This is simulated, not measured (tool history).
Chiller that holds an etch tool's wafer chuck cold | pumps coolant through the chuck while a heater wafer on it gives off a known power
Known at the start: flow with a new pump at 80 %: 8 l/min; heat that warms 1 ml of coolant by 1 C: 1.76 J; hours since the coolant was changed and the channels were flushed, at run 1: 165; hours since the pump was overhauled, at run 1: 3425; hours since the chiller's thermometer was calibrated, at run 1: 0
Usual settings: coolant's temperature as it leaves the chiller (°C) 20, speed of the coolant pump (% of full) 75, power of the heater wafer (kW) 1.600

run	hour	coolant's temperature as it leaves the chiller (°C)	speed of the coolant pump (% of full)	power of the heater wafer (kW)	hours since the coolant was changed and the channels were flushed	hours since the pump was overhauled	hours since the chiller's thermometer was calibrated	chuck's temperature once it has settled (°C)	how much warmer the coolant comes back (C)
1	0.0	20	75	1.600	165	3425	0	35.1	7.33
2	69.9	22	75	1.600	234	3495	70	37.0	7.31
3	111.1	20	75	1.851	276	3536	111	37.3	8.38
4	200.7	20	75	1.851	365	3626	201	37.3	8.41
5	293.7	20	75	1.851	458	3719	294	37.4	8.33
6	354.2	20	75	1.851	519	3779	354	37.5	8.34
7	434.2	20	75	1.851	599	3859	434	37.4	8.28
8	536.2	20	75	1.600	701	3961	536	35.0	7.06
9	597.6	20	75	1.316	762	4022	598	32.4	5.79
10	677.3	20	75	1.316	842	4102	677	32.3	5.76
11	726.5	20	75	1.316	891	4151	726	32.3	5.79
12	817.2	20	75	1.316	982	4242	817	32.2	5.70
13	870.9	13	75	1.316	1035	4296	871	25.4	5.59
14	916.2	11	66	1.350	1081	4341	916	25.4	6.70
15	1018.4	30	94	1.350	1183	4443	1018	40.3	4.48
16	1083.1	10	94	1.350	1248	4508	1083	20.4	4.44
# hour 1129.5: gauge calibrated
17	1143.0	20	75	1.460	1308	4568	1143	33.8	6.72
18	1231.0	19	94	1.310	1396	4656	1231	28.9	4.66
# hour 1322.9: coolant pump overhauled
19	1324.1	24	75	1.057	1484	1	1319	34.1	4.76
20	1370.2	15	64	2.203	1530	47	1365	39.1	11.88

4 ways to go on from here, each from the tool as it stands after run 20. What would each give?
A	1445.5	20	85	1.600	1605	123	1440	?	?
B	1445.5	16	64	2.203	1605	123	1440	?	?
C	1445.5	20	75	2.274	1605	123	1440	?	?
D	1445.5	12	80	1.600	1605	123	1440	?	?

run	chuck's temperature once it has settled (°C)	how much warmer the coolant comes back (C)
A	33.3	6.35
B	40.0	11.71
C	41.3	10.30
D	26.0	6.70
Without the tool's hidden state the same runs would have given:
run	chuck's temperature once it has settled (°C)	how much warmer the coolant comes back (C)
A	33.3	6.48
B	40.0	11.84
C	41.3	10.43
D	26.0	6.83

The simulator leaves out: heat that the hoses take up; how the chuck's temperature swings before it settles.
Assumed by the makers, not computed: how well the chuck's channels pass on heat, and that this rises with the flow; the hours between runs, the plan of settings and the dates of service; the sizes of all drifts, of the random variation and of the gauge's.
